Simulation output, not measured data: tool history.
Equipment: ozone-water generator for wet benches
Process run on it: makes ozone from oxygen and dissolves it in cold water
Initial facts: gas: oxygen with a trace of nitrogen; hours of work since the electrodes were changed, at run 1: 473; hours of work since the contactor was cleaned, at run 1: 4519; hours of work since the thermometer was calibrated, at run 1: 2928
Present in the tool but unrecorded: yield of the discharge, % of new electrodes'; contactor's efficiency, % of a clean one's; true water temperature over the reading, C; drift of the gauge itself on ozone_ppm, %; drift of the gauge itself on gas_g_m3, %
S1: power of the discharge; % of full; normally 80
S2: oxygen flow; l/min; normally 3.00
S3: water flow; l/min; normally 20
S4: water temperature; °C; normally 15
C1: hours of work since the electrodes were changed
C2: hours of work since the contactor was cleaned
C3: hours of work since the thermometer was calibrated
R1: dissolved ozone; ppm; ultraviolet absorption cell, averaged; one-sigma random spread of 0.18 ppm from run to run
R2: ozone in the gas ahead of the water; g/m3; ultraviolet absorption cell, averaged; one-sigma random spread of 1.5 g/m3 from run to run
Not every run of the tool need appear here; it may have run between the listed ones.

run,hour,S1,S2,S3,S4,C1,C2,C3,R1,R2
1,0.0,80,3.00,20,15,473,4519,2928,25.2,289.1
2,31.5,80,3.00,20,15,496,4542,2951,25.1,287.6
3,51.5,80,4.63,20,15,511,4557,2965,25.3,216.9
4,85.8,80,3.00,20,8,536,4582,2991,26.7,289.9
5,112.0,80,3.00,20,8,555,4601,3010,26.8,285.2
6,149.7,80,3.00,20,8,583,4629,3037,26.6,284.4
7,181.1,80,3.00,20,8,606,4652,3060,26.8,283.5
8,198.9,80,3.00,20,15,619,4665,3074,25.3,284.0
9,241.4,80,3.00,20,15,650,4696,3105,25.1,284.1
10,266.6,80,3.00,20,15,669,4714,3123,25.0,283.2
11,297.6,80,3.00,20,15,691,4737,3146,25.2,281.0
12,340.1,80,3.00,20,15,722,4768,3177,25.1,279.5
13,361.4,80,3.00,20,15,738,4784,3193,25.2,281.6
14,380.4,80,3.00,20,15,752,4798,3207,25.2,280.0
# hour 386.9: gauge calibrated
15,401.7,80,3.00,20,15,768,4814,3222,24.9,291.2
16,428.7,80,1.89,20,15,787,4833,3242,24.3,387.9
17,460.9,63,1.89,26,10,811,4857,3266,16.8,335.9
18,484.9,48,3.00,13,15,829,4875,3283,26.8,213.2
19,513.8,48,3.00,13,15,850,4896,3304,26.4,212.3
20,547.2,68,3.31,25,15,874,4920,3329,18.9,242.7
21,575.9,51,2.09,25,15,895,4941,3350,15.2,278.9
22,609.4,51,2.09,25,15,920,4966,3375,15.4,278.7
23,643.0,48,3.35,20,15,945,4990,3399,18.9,195.6
24,676.9,72,1.72,20,15,969,5015,3424,22.4,381.9
25,695.4,53,2.62,19,15,983,5029,3438,20.3,242.6
26,716.3,96,3.01,20,8,998,5044,3453,29.6,311.1
27,758.1,41,2.43,20,21,1029,5075,3484,16.1,219.5
28,793.9,41,2.43,20,21,1055,5101,3510,15.9,217.2
29,811.0,88,4.79,24,11,1068,5114,3522,24.2,218.2
30,836.6,88,4.35,17,11,1086,5132,3541,31.8,229.6
31,864.4,88,4.35,17,11,1107,5153,3562,32.2,231.4
32,882.1,88,4.35,17,16,1120,5166,3574,30.0,232.0

For each entry between runs, how does the tool's hidden state at the last listed run before it compare with that at the first listed run after it?
After run 14, before run 15: gauge calibrated (hour 386.9)
  drift of the gauge itself on gas_g_m3, %: -2.66 -> -0.1
  measured minus no-state result, R2: -7.7 -> -0.4 g/m3
